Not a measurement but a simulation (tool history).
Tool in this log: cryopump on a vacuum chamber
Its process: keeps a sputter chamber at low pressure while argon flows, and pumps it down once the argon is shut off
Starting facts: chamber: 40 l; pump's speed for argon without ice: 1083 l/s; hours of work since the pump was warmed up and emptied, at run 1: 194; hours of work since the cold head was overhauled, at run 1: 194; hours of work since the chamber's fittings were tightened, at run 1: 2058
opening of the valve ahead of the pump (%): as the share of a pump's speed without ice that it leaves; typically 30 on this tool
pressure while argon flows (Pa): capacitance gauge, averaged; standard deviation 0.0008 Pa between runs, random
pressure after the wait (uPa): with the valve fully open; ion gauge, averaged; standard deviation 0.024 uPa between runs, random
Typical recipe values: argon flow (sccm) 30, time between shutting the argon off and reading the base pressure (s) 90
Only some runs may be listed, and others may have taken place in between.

run   hour  argon flow (sccm)  time between shutting the argon off and reading the base pressure (s)  opening of the valve ahead of the pump (%)  hours of work since the pump was warmed up and emptied  hours of work since the cold head was overhauled  hours of work since the chamber's fittings were tightened  pressure while argon flows (Pa)  pressure after the wait (uPa)
  1      0                 30                                                                     90                                          30                                                     194                                               194                                                       2058                           0.1594                           2.65
  2   12.8                 30                                                                    299                                          30                                                     201                                               201                                                       2065                           0.1588                           2.32
  3   22.5                 30                                                                     21                                          30                                                     206                                               206                                                       2070                           0.1583                           4.73
  4   34.6                 30                                                                     21                                          30                                                     213                                               213                                                       2076                           0.1584                           4.59
  5   41.4                 30                                                                     21                                          30                                                     216                                               216                                                       2080                           0.1592                            4.8
  6   53.2                 30                                                                     90                                          30                                                     223                                               223                                                       2087                           0.1596                           2.81
  7   60.9                 30                                                                     90                                          30                                                     227                                               227                                                       2091                           0.1593                           2.87
  8   69.5                 30                                                                     90                                          30                                                     232                                               232                                                       2095                           0.1604                           2.87
  9     84                 18                                                                     90                                          30                                                     239                                               239                                                       2103                           0.0944                           2.82
 10   97.3                 18                                                                    111                                          30                                                     247                                               247                                                       2111                           0.0958                            2.7
 11  110.1                 18                                                                    111                                          30                                                     254                                               254                                                       2118                           0.0959                           2.78
 12  120.6                 30                                                                     90                                          48                                                     259                                               259                                                       2123                           0.1019                           2.81
 13  134.6                 30                                                                     90                                          48                                                     267                                               267                                                       2131                           0.1003                           2.86
 14  149.1                 30                                                                     90                                          50                                                     275                                               275                                                       2139                           0.0974                            2.9
 15  155.7                 30                                                                     90                                          50                                                     278                                               278                                                       2142                           0.0978                           2.88
 16  165.6                 43                                                                     90                                          46                                                     284                                               284                                                       2148                           0.1529                           2.79
 17  176.3                 43                                                                     76                                          18                                                     290                                               290                                                       2154                           0.3783                           2.98
 18  182.4                 40                                                                    231                                          26                                                     293                                               293                                                       2157                            0.245                            2.5
 19  195.8                 31                                                                     25                                          26                                                     300                                               300                                                       2164                           0.1906                           4.44
 20  205.9                 30                                                                    107                                          30                                                     306                                               306                                                       2170                           0.1595                           2.85
 21  220.7                 42                                                                     24                                          19                                                     314                                               314                                                       2178                           0.3532                           4.63
 22  231.3                 42                                                                    201                                          17                                                     320                                               320                                                       2183                           0.3935                           2.57
 23  239.3                 30                                                                     90                                          33                                                     324                                               324                                                       2188                           0.1456                           2.93
 24  251.8                 49                                                                    236                                          17                                                     331                                               331                                                       2195                           0.4588                           2.62
 25  259.6                 36                                                                    236                                          20                                                     335                                               335                                                       2199                           0.2877                           2.55

Consider 3 possible next runs. They are alternatives, not a sequence: every one starts from the tool as it was left by run 25. What does each give?
     268.2  -- leaking fittings of the chamber tightened, without venting
  A   274                 24                                                                    236                                          16                                                     342                                               342                                                          3                                ?                              ?
     268.2  -- leaking fittings of the chamber tightened, without venting
  B   274                 56                                                                     90                                          30                                                     342                                               342                                                          3                                ?                              ?
     268.2  -- leaking fittings of the chamber tightened, without venting
  C   274                 46                                                                    224                                          18                                                     342                                               342                                                          3                                ?                              ?

run  pressure while argon flows (Pa)  pressure after the wait (uPa)
  A                           0.2387                            0.6
  B                            0.301                           0.93
  C                           0.4064                           0.62
Stripped of hidden state, with their random variation kept, the same runs would have yielded:
run  pressure while argon flows (Pa)  pressure after the wait (uPa)
  A                           0.2344                           0.51
  B                           0.2911                           0.85
  C                           0.3983                           0.53
